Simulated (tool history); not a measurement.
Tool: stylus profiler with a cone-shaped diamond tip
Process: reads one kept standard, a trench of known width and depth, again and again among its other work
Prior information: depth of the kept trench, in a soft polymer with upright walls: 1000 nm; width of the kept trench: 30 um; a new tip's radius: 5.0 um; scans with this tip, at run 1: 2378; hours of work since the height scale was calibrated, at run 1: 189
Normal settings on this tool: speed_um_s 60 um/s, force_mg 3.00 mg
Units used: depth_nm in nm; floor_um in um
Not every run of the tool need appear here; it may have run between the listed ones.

| run | hour | speed_um_s | force_mg | scans with this tip | hours of work since the height scale was calibrated | depth_nm | floor_um |
|---|---|---|---|---|---|---|---|
| 1 | 0.0 | 60 | 3.00 | 2378 | 189 | 1013.24 | 22.77 |
| 2 | 58.7 | 60 | 3.00 | 2820 | 225 | 1013.54 | 22.56 |
| 3 | 135.3 | 112 | 3.00 | 3398 | 271 | 1013.38 | 22.20 |
| 4 | 183.2 | 60 | 3.00 | 3759 | 299 | 1013.59 | 22.12 |
| 5 | 294.1 | 60 | 3.00 | 4596 | 366 | 1013.51 | 21.78 |
| 6 | 342.4 | 60 | 3.00 | 4960 | 395 | 1013.71 | 21.63 |
| 7 | 397.6 | 60 | 3.00 | 5377 | 428 | 1013.73 | 21.54 |
| 8 | 495.0 | 60 | 3.00 | 6111 | 487 | 1013.79 | 21.23 |
| 9 | 595.5 | 60 | 2.43 | 6869 | 547 | 1012.05 | 20.95 |
| 10 | 643.1 | 60 | 2.43 | 7228 | 575 | 1011.99 | 20.84 |
| 11 | 750.9 | 60 | 6.51 | 8041 | 640 | 1022.65 | 20.62 |
|  | 830.0 | new tip fitted, height scale calibrated |
| 12 | 856.5 | 60 | 2.92 | 199 | 16 | 1012.87 | 23.76 |
| 13 | 934.7 | 60 | 2.92 | 789 | 63 | 1013.10 | 23.42 |
| 14 | 1020.2 | 60 | 3.00 | 1434 | 114 | 1013.23 | 23.12 |
| 15 | 1125.7 | 60 | 2.21 | 2230 | 178 | 1010.93 | 22.72 |
| 16 | 1177.1 | 60 | 2.21 | 2618 | 208 | 1010.88 | 22.58 |
| 17 | 1247.8 | 60 | 2.21 | 3151 | 251 | 1010.97 | 22.33 |
| 18 | 1345.8 | 60 | 2.21 | 3890 | 310 | 1011.00 | 22.06 |
| 19 | 1406.0 | 60 | 2.21 | 4344 | 346 | 1011.14 | 21.86 |
| 20 | 1504.9 | 29 | 3.00 | 5091 | 405 | 1013.64 | 21.70 |
|  | 1512.3 | height scale calibrated on a step standard |
| 21 | 1591.5 | 29 | 3.00 | 5740 | 48 | 1013.89 | 21.44 |
| 22 | 1697.2 | 29 | 3.00 | 6537 | 111 | 1014.01 | 21.09 |
| 23 | 1782.7 | 60 | 3.00 | 7182 | 162 | 1014.08 | 20.82 |
| 24 | 1878.0 | 17 | 1.25 | 7900 | 220 | 1008.37 | 20.65 |
| 25 | 1930.8 | 17 | 1.25 | 8298 | 251 | 1008.44 | 20.51 |
|  | 1949.4 | height scale calibrated on a step standard, once more |
|  | 1973.2 | new tip fitted, height scale calibrated |
| 26 | 1986.1 | 25 | 2.18 | 97 | 8 | 1010.29 | 23.74 |
| 27 | 2031.4 | 28 | 2.34 | 438 | 35 | 1010.81 | 23.56 |
| 28 | 2080.1 | 28 | 2.34 | 806 | 64 | 1010.98 | 23.41 |
| 29 | 2153.0 | 16 | 5.11 | 1356 | 108 | 1018.46 | 23.26 |
| 30 | 2250.4 | 16 | 5.11 | 2090 | 166 | 1018.60 | 22.91 |
| 31 | 2344.4 | 16 | 5.11 | 2799 | 223 | 1018.73 | 22.56 |
| 32 | 2414.1 | 48 | 7.93 | 3325 | 265 | 1025.01 | 22.26 |
| 33 | 2512.7 | 48 | 7.93 | 4069 | 324 | 1025.22 | 22.01 |
| 34 | 2578.0 | 48 | 7.93 | 4561 | 363 | 1024.85 | 21.80 |
| 35 | 2669.8 | 47 | 7.93 | 5254 | 418 | 1025.10 | 21.57 |
| 36 | 2774.3 | 70 | 8.90 | 6042 | 481 | 1027.22 | 21.26 |
| 37 | 2848.1 | 70 | 8.90 | 6599 | 525 | 1027.36 | 21.00 |
| 38 | 2898.7 | 70 | 8.90 | 6980 | 556 | 1027.35 | 20.93 |
| 39 | 2991.1 | 19 | 1.21 | 7677 | 611 | 1007.56 | 20.65 |
| 40 | 3099.3 | 19 | 1.21 | 8493 | 676 | 1007.67 | 20.47 |
|  | 3114.1 | new tip fitted, height scale calibrated |
| 41 | 3202.4 | 19 | 1.21 | 666 | 53 | 1007.34 | 23.63 |
| 42 | 3259.2 | 29 | 4.54 | 1094 | 87 | 1017.33 | 23.48 |
| 43 | 3310.1 | 23 | 4.54 | 1478 | 118 | 1017.15 | 23.36 |
| 44 | 3361.1 | 17 | 4.55 | 1863 | 148 | 1017.31 | 23.19 |
| 45 | 3443.5 | 35 | 1.01 | 2485 | 198 | 1006.43 | 22.80 |
| 46 | 3530.9 | 60 | 6.76 | 3144 | 250 | 1022.74 | 22.53 |

Subtracting, for every run, the result it would have given without the tool's unlogged condition from the measured result gives the following. The same run-to-run variation enters both numbers; the gauge's scatter may not:
Unlogged tool condition in this case: radius of the tip, um; height scale over the true one, %; drift of the gauge itself on depth_nm, %; drift of the gauge itself on floor_um, %.
| run | depth_nm | floor_um |
|---|---|---|
| 1 | +0.42 | -1.11 |
| 2 | +0.45 | -1.31 |
| 3 | +0.52 | -1.55 |
| 4 | +0.55 | -1.69 |
| 5 | +0.64 | -2.03 |
| 6 | +0.67 | -2.16 |
| 7 | +0.72 | -2.32 |
| 8 | +0.79 | -2.59 |
| 9 | +0.86 | -2.84 |
| 10 | +0.90 | -2.98 |
| 11 | +0.99 | -3.27 |
| 12 | +0.21 | -0.14 |
| 13 | +0.26 | -0.42 |
| 14 | +0.32 | -0.73 |
| 15 | +0.41 | -1.08 |
| 16 | +0.44 | -1.24 |
| 17 | +0.50 | -1.46 |
| 18 | +0.57 | -1.76 |
| 19 | +0.61 | -1.94 |
| 20 | +0.68 | -2.26 |
| 21 | +0.94 | -2.49 |
| 22 | +1.02 | -2.79 |
| 23 | +1.09 | -3.02 |
| 24 | +1.16 | -3.28 |
| 25 | +1.20 | -3.40 |
| 26 | -0.15 | -0.17 |
| 27 | -0.11 | -0.34 |
| 28 | -0.08 | -0.52 |
| 29 | -0.03 | -0.75 |
| 30 | +0.06 | -1.09 |
| 31 | +0.13 | -1.40 |
| 32 | +0.18 | -1.62 |
| 33 | +0.26 | -1.92 |
| 34 | +0.30 | -2.09 |
| 35 | +0.37 | -2.37 |
| 36 | +0.45 | -2.66 |
| 37 | +0.50 | -2.84 |
| 38 | +0.54 | -2.97 |
| 39 | +0.60 | -3.22 |
| 40 | +0.68 | -3.50 |
| 41 | +0.04 | -0.25 |
| 42 | +0.07 | -0.44 |
| 43 | +0.12 | -0.62 |
| 44 | +0.16 | -0.79 |
| 45 | +0.21 | -1.07 |
| 46 | +0.28 | -1.34 |

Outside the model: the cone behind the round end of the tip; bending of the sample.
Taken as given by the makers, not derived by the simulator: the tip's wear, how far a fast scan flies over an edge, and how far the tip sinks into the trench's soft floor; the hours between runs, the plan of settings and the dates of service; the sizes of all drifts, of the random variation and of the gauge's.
